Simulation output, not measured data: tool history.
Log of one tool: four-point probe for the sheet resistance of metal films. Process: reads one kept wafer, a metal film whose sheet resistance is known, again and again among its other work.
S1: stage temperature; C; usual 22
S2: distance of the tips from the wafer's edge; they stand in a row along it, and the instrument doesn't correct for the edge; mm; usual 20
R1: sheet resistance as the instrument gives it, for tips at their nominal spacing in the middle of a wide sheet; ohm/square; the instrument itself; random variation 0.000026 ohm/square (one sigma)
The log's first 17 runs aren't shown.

{"run": 18, "hour": 1008.7, "S1": 22, "S2": 20, "R1": 0.13104}
{"run": 19, "hour": 1089.2, "S1": 22, "S2": 20, "R1": 0.131091}
{"run": 20, "hour": 1155.9, "S1": 22, "S2": 3, "R1": 0.134034}
{"run": 21, "hour": 1241.7, "S1": 22, "S2": 3, "R1": 0.134011}
{"run": 22, "hour": 1282.5, "S1": 20, "S2": 33, "R1": 0.130856}
{"run": 23, "hour": 1325.4, "S1": 22, "S2": 21, "R1": 0.130976}
{"run": 24, "hour": 1371.8, "S1": 33, "S2": 8, "R1": 0.131775}
{"run": 25, "hour": 1463.5, "S1": 26, "S2": 13, "R1": 0.131138}
{"hour": 1469.8, "done": "stage's thermometer calibrated"}
{"run": 26, "hour": 1537.5, "S1": 26, "S2": 13, "R1": 0.131194}
{"run": 27, "hour": 1586.9, "S1": 19, "S2": 18, "R1": 0.130869}

Run 28 comes next. What will it give?
{"run": 28, "hour": 1632.0, "S1": 19, "S2": 18, "R1": "?"}

{"run 28": {"R1": 0.130837}}
Without the tool's hidden state the same run would have given R1 0.130908 ohm/square.

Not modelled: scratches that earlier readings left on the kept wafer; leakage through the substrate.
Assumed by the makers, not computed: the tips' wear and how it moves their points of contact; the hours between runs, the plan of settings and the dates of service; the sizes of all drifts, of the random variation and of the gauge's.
